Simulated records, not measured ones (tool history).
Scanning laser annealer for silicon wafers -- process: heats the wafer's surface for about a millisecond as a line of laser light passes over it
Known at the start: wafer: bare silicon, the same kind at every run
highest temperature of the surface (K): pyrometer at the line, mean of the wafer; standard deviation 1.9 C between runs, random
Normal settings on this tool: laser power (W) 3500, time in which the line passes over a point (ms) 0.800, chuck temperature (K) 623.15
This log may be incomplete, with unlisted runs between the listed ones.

| run | day | laser power (W) | time in which the line passes over a point (ms) | chuck temperature (K) | highest temperature of the surface (K) |
|---|---|---|---|---|---|
| 1 | 0.000 | 3500 | 0.800 | 623.15 | 1419.15 |
| 2 | 0.450 | 3500 | 0.800 | 623.15 | 1417.15 |
| 3 | 0.846 | 3500 | 0.800 | 623.15 | 1419.15 |
| 4 | 1.417 | 3014 | 0.800 | 623.15 | 1278.15 |
| 5 | 2.038 | 3014 | 0.800 | 623.15 | 1275.15 |
| 6 | 2.592 | 3500 | 0.800 | 623.15 | 1414.15 |
| 7 | 3.375 | 3500 | 0.800 | 623.15 | 1411.15 |
| 8 | 4.121 | 3500 | 0.800 | 623.15 | 1417.15 |
|  | 4.250 | window over the wafer cleaned |
| 9 | 4.700 | 3500 | 0.800 | 623.15 | 1407.15 |
| 10 | 5.467 | 3500 | 0.800 | 623.15 | 1405.15 |
| 11 | 6.158 | 3500 | 0.800 | 623.15 | 1406.15 |
|  | 6.754 | window over the wafer cleaned, once more |
| 12 | 6.850 | 3500 | 0.800 | 623.15 | 1447.15 |
| 13 | 7.446 | 3500 | 0.800 | 623.15 | 1444.15 |
| 14 | 8.225 | 3500 | 0.800 | 623.15 | 1441.15 |
| 15 | 9.021 | 3500 | 0.800 | 623.15 | 1443.15 |
| 16 | 9.442 | 3500 | 0.800 | 623.15 | 1442.15 |
| 17 | 10.133 | 3089 | 0.800 | 623.15 | 1317.15 |
| 18 | 10.671 | 3089 | 0.800 | 623.15 | 1316.15 |
| 19 | 11.246 | 3661 | 0.927 | 605.15 | 1539.15 |
| 20 | 11.642 | 3500 | 0.800 | 631.15 | 1443.15 |
| 21 | 12.288 | 3500 | 0.800 | 631.15 | 1446.15 |
| 22 | 13.121 | 3405 | 0.800 | 623.15 | 1412.15 |
| 23 | 13.679 | 3706 | 0.854 | 644.15 | 1550.15 |
| 24 | 14.346 | 3706 | 0.854 | 644.15 | 1550.15 |
| 25 | 14.967 | 3706 | 0.854 | 644.15 | 1547.15 |
| 26 | 15.746 | 3517 | 0.891 | 596.15 | 1454.15 |
| 27 | 16.400 | 3529 | 0.984 | 653.15 | 1563.15 |

4 options for the next run, each taken on its own from the tool as it stands now. Forecast them:
| A | 17.000 | 3529 | 0.974 | 599.15 | ? |
| B | 17.000 | 3393 | 0.882 | 594.15 | ? |
| C | 17.000 | 3535 | 0.568 | 661.15 | ? |
| D | 17.000 | 3186 | 0.716 | 615.15 | ? |

| run | highest temperature of the surface (K) |
|---|---|
| A | 1502.15 |
| B | 1411.15 |
| C | 1349.15 |
| D | 1290.15 |
Take away the tool's hidden state, keep each run's random variation, and the runs would have read:
| run | highest temperature of the surface (K) |
|---|---|
| A | 1546.15 |
| B | 1451.15 |
| C | 1382.15 |
| D | 1323.15 |
